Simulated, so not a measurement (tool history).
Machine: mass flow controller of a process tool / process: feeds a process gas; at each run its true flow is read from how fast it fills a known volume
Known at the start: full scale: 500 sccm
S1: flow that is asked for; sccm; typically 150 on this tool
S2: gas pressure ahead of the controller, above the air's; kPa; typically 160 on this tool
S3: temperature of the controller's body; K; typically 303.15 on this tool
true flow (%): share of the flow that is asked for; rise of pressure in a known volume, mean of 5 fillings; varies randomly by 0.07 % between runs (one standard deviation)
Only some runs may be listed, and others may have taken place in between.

Run 1, hour 0: usual settings. Result: true flow (%) 98.25.
Run 2, hour 97.1: usual settings. Result: true flow (%) 98.3.
Run 3, hour 165.1: usual settings but S2 173 kPa. Result: true flow (%) 98.2.
Run 4, hour 225: usual settings but S3 296.15 K. Result: true flow (%) 98.76.
Run 5, hour 326.6: usual settings but S3 296.15 K. Result: true flow (%) 98.65.
Run 6, hour 385: usual settings but S3 296.15 K. Result: true flow (%) 98.72.
Run 7, hour 470: usual settings but S1 166 sccm. Result: true flow (%) 98.18.
Run 8, hour 553.8: usual settings but S1 166 sccm. Result: true flow (%) 98.25.
Run 9, hour 641.5: usual settings but S1 166 sccm. Result: true flow (%) 98.29.
Run 10, hour 726.8: usual settings but S1 166 sccm. Result: true flow (%) 98.16.
Run 11, hour 810.6: usual settings but S1 166 sccm. Result: true flow (%) 98.32.
Run 12, hour 894.4: usual settings but S2 216 kPa. Result: true flow (%) 98.43.
Run 13, hour 962.4: usual settings. Result: true flow (%) 98.29.
Run 14, hour 1072.8: usual settings but S2 197 kPa. Result: true flow (%) 98.33.
Run 15, hour 1121.4: usual settings but S2 261 kPa. Result: true flow (%) 98.59.
Run 16, hour 1235: usual settings but S1 236 sccm, S2 155 kPa, S3 302.15 K. Result: true flow (%) 98.66.
Run 17, hour 1349.3: usual settings but S3 297.15 K. Result: true flow (%) 98.6.
Run 18, hour 1446.1: usual settings but S1 112 sccm, S2 179 kPa. Result: true flow (%) 98.27.
Run 19, hour 1522.1: usual settings but S1 112 sccm, S2 179 kPa. Result: true flow (%) 98.12.
Run 20, hour 1590: usual settings but S1 241 sccm, S2 156 kPa. Result: true flow (%) 98.46.
Run 21, hour 1645.3: usual settings but S1 250 sccm, S2 172 kPa. Result: true flow (%) 98.57.
Run 22, hour 1715.5: usual settings but S1 53 sccm, S3 295.15 K. Result: true flow (%) 98.41.
Run 23, hour 1809.7: usual settings but S1 53 sccm, S2 237 kPa, S3 296.15 K. Result: true flow (%) 98.56.
Run 24, hour 1904.3: usual settings but S1 495 sccm, S2 161 kPa, S3 310.15 K. Result: true flow (%) 99.
Run 25, hour 1978: usual settings but S1 495 sccm, S2 161 kPa, S3 310.15 K. Result: true flow (%) 98.96.
Run 26, hour 2059.3: usual settings but S1 495 sccm, S2 161 kPa, S3 310.15 K. Result: true flow (%) 99.05.
Run 27, hour 2163.2: usual settings but S1 417 sccm, S2 158 kPa, S3 309.15 K. Result: true flow (%) 98.9.
Run 28, hour 2213: usual settings but S1 417 sccm, S2 158 kPa, S3 309.15 K. Result: true flow (%) 98.75.
Run 29, hour 2276.5: usual settings but S1 442 sccm, S2 149 kPa, S3 293.15 K. Result: true flow (%) 99.92.

Each row is a separate what-if for the run after 29, all from the same tool condition, not one after another. Results?
Run A, hour 2357.7: usual settings but S1 70 sccm, S2 149 kPa, S3 293.15 K. Result: true flow (%) ?.
Run B, hour 2357.7: usual settings but S3 309.15 K. Result: true flow (%) ?.
Run C, hour 2357.7: usual settings but S2 162 kPa. Result: true flow (%) ?.

run  true flow (%)
  A          98.58
  B          97.78
  C          98.39
Without the tool's hidden state the same runs would have given:
run  true flow (%)
  A          98.59
  B          97.79
  C          98.39
